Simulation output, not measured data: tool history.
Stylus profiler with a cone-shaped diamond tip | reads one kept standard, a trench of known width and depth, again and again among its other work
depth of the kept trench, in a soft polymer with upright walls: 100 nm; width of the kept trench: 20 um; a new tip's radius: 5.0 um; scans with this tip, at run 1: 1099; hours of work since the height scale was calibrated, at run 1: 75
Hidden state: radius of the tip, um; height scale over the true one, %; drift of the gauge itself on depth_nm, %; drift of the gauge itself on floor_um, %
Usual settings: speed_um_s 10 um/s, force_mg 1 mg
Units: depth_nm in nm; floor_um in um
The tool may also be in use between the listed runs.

run   hour  speed_um_s  force_mg  scans with this tip  hours of work since the height scale was calibrated  depth_nm  floor_um
  1      0          10         1                 1099                                                   75     100.6     17.88
  2   31.6          10         1                 1349                                                   92    100.74     17.86
  3   54.8          10         1                 1532                                                  105    100.59      17.9
  4     71          10         1                 1659                                                  113    100.61     17.82
  5   88.1          10         1                 1795                                                  123    100.62      17.8
  6  115.5          10         1                 2011                                                  137    100.62     17.81
  7  133.5          10      2.41                 2153                                                  147    101.19     17.83
  8  162.7          10      2.41                 2383                                                  163    101.13     17.79
  9  192.2           7         1                 2617                                                  179    100.73     17.82
 10  223.5           2      0.39                 2864                                                  196    100.35     17.75

Run 11 comes next. What will it give?
 11   243           2      0.39                 3018                                                  206         ?         ?

{"run 11": {"depth_nm": 100.44, "floor_um": 17.8}}
Without the tool's hidden state the same run would have given depth_nm 100.34 nm, floor_um 18.03 um.

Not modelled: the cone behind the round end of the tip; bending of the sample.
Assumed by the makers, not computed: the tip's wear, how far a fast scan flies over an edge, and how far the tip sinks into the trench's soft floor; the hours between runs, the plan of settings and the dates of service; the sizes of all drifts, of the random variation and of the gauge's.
